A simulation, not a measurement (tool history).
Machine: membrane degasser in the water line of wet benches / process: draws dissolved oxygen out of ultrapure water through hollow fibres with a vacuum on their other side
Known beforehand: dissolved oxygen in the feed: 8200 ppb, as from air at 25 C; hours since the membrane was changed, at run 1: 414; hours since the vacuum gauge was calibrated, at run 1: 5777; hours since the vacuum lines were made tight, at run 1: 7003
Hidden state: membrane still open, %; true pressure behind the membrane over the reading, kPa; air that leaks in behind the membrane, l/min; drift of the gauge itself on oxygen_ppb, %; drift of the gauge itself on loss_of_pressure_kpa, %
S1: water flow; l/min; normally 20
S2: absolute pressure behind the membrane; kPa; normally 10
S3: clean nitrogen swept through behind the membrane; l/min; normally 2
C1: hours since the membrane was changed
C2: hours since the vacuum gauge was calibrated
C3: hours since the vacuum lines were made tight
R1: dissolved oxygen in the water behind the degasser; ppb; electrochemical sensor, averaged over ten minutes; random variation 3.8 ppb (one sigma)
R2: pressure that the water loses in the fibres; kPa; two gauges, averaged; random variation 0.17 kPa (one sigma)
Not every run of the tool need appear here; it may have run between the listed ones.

{"run": 1, "day": 0.0, "S1": 20, "S2": 10, "S3": 2, "C1": 414, "C2": 5777, "C3": 7003, "R1": 385.3, "R2": 34.64}
{"run": 2, "day": 2.008, "S1": 20, "S2": 10, "S3": 2, "C1": 462, "C2": 5825, "C3": 7051, "R1": 386, "R2": 34.99}
{"run": 3, "day": 4.258, "S1": 20, "S2": 10, "S3": 0.86, "C1": 516, "C2": 5879, "C3": 7105, "R1": 557.3, "R2": 34.88}
{"run": 4, "day": 6.217, "S1": 20, "S2": 10, "S3": 0.86, "C1": 563, "C2": 5926, "C3": 7152, "R1": 564.6, "R2": 34.73}
{"run": 5, "day": 8.2, "S1": 20, "S2": 10, "S3": 0.86, "C1": 611, "C2": 5973, "C3": 7200, "R1": 559.1, "R2": 34.73}
{"run": 6, "day": 10.225, "S1": 20, "S2": 10, "S3": 0.86, "C1": 659, "C2": 6022, "C3": 7248, "R1": 554.5, "R2": 34.93}
{"run": 7, "day": 11.321, "S1": 20, "S2": 10, "S3": 0.86, "C1": 686, "C2": 6048, "C3": 7274, "R1": 557.9, "R2": 34.59}
{"run": 8, "day": 12.858, "S1": 20, "S2": 10, "S3": 0.86, "C1": 723, "C2": 6085, "C3": 7311, "R1": 550.9, "R2": 34.9}
{"run": 9, "day": 15.138, "S1": 20, "S2": 10, "S3": 0.86, "C1": 777, "C2": 6140, "C3": 7366, "R1": 563.9, "R2": 34.91}
{"run": 10, "day": 17.079, "S1": 20, "S2": 10, "S3": 2, "C1": 824, "C2": 6187, "C3": 7413, "R1": 386.9, "R2": 34.64}
{"run": 11, "day": 19.229, "S1": 20, "S2": 10, "S3": 2, "C1": 876, "C2": 6238, "C3": 7464, "R1": 387.7, "R2": 34.98}
{"run": 12, "day": 20.988, "S1": 20, "S2": 10, "S3": 2, "C1": 918, "C2": 6280, "C3": 7506, "R1": 389.9, "R2": 34.69}
{"run": 13, "day": 22.879, "S1": 20, "S2": 10, "S3": 2, "C1": 963, "C2": 6326, "C3": 7552, "R1": 391.2, "R2": 34.85}
{"run": 14, "day": 25.096, "S1": 20, "S2": 10, "S3": 2, "C1": 1016, "C2": 6379, "C3": 7605, "R1": 380.3, "R2": 35.05}
{"run": 15, "day": 27.396, "S1": 20, "S2": 10, "S3": 2, "C1": 1072, "C2": 6434, "C3": 7660, "R1": 393.4, "R2": 34.99}
{"day": 27.754, "done": "vacuum gauge calibrated"}
{"run": 16, "day": 28.908, "S1": 20, "S2": 6.2, "S3": 2, "C1": 1107, "C2": 28, "C3": 7696, "R1": 299.4, "R2": 34.63}
{"run": 17, "day": 30.688, "S1": 20, "S2": 6.2, "S3": 2, "C1": 1150, "C2": 70, "C3": 7739, "R1": 303.8, "R2": 35.03}
{"run": 18, "day": 32.117, "S1": 20, "S2": 6.1, "S3": 2, "C1": 1184, "C2": 105, "C3": 7773, "R1": 305.2, "R2": 35.33}
{"run": 19, "day": 34.429, "S1": 16, "S2": 7.7, "S3": 5.26, "C1": 1240, "C2": 160, "C3": 7828, "R1": 165.5, "R2": 28.17}
{"run": 20, "day": 35.683, "S1": 25, "S2": 10, "S3": 2.63, "C1": 1270, "C2": 190, "C3": 7859, "R1": 533.5, "R2": 43.7}
{"run": 21, "day": 36.742, "S1": 25, "S2": 10, "S3": 2.63, "C1": 1295, "C2": 216, "C3": 7884, "R1": 525.5, "R2": 43.72}
{"run": 22, "day": 37.729, "S1": 23, "S2": 8.2, "S3": 1.39, "C1": 1319, "C2": 239, "C3": 7908, "R1": 492.4, "R2": 40.09}
{"run": 23, "day": 39.308, "S1": 32, "S2": 16.4, "S3": 3.03, "C1": 1357, "C2": 277, "C3": 7946, "R1": 901.2, "R2": 55.7}
{"run": 24, "day": 40.846, "S1": 23, "S2": 16.3, "S3": 0.8, "C1": 1394, "C2": 314, "C3": 7983, "R1": 1007.3, "R2": 39.89}
{"run": 25, "day": 43.029, "S1": 30, "S2": 13.2, "S3": 4.74, "C1": 1446, "C2": 367, "C3": 8035, "R1": 675.3, "R2": 52.23}
{"run": 26, "day": 44.562, "S1": 20, "S2": 10, "S3": 2.75, "C1": 1483, "C2": 403, "C3": 8072, "R1": 356.5, "R2": 35.24}
{"run": 27, "day": 45.833, "S1": 20, "S2": 13.7, "S3": 2, "C1": 1514, "C2": 434, "C3": 8102, "R1": 467.8, "R2": 34.93}
{"run": 28, "day": 48.2, "S1": 20, "S2": 14.9, "S3": 4.31, "C1": 1570, "C2": 491, "C3": 8159, "R1": 363.5, "R2": 35.24}
{"run": 29, "day": 49.75, "S1": 27, "S2": 7, "S3": 0.93, "C1": 1608, "C2": 528, "C3": 8196, "R1": 660.9, "R2": 46.92}
{"run": 30, "day": 51.675, "S1": 27, "S2": 7, "S3": 0.93, "C1": 1654, "C2": 574, "C3": 8242, "R1": 678.2, "R2": 47.19}
{"run": 31, "day": 52.75, "S1": 20, "S2": 6.8, "S3": 1.81, "C1": 1680, "C2": 600, "C3": 8268, "R1": 328.4, "R2": 35.26}
{"run": 32, "day": 55.062, "S1": 20, "S2": 6.8, "S3": 1.81, "C1": 1735, "C2": 655, "C3": 8324, "R1": 321.8, "R2": 35}
{"run": 33, "day": 56.512, "S1": 20, "S2": 6.7, "S3": 2, "C1": 1770, "C2": 690, "C3": 8359, "R1": 322.8, "R2": 35.17}

Consider 3 possible next runs. They are alternatives, not a sequence: every one starts from the tool as it was left by run 33. What does each give?
{"run": "A", "day": 58.533, "S1": 15, "S2": 14.2, "S3": 2.85, "C1": 1818, "C2": 739, "C3": 8407, "R1": "?", "R2": "?"}
{"run": "B", "day": 58.533, "S1": 20, "S2": 6.8, "S3": 2, "C1": 1818, "C2": 739, "C3": 8407, "R1": "?", "R2": "?"}
{"run": "C", "day": 58.533, "S1": 26, "S2": 23.4, "S3": 0.8, "C1": 1818, "C2": 739, "C3": 8407, "R1": "?", "R2": "?"}

run=A R1=251.3 R2=26.32
run=B R1=314.4 R2=35.21
run=C R1=1503.9 R2=45.43
Take away the tool's hidden state, keep each run's random variation, and the runs would have read:
run=A R1=245.2 R2=26.13
run=B R1=306.9 R2=34.94
run=C R1=1491.5 R2=45.09
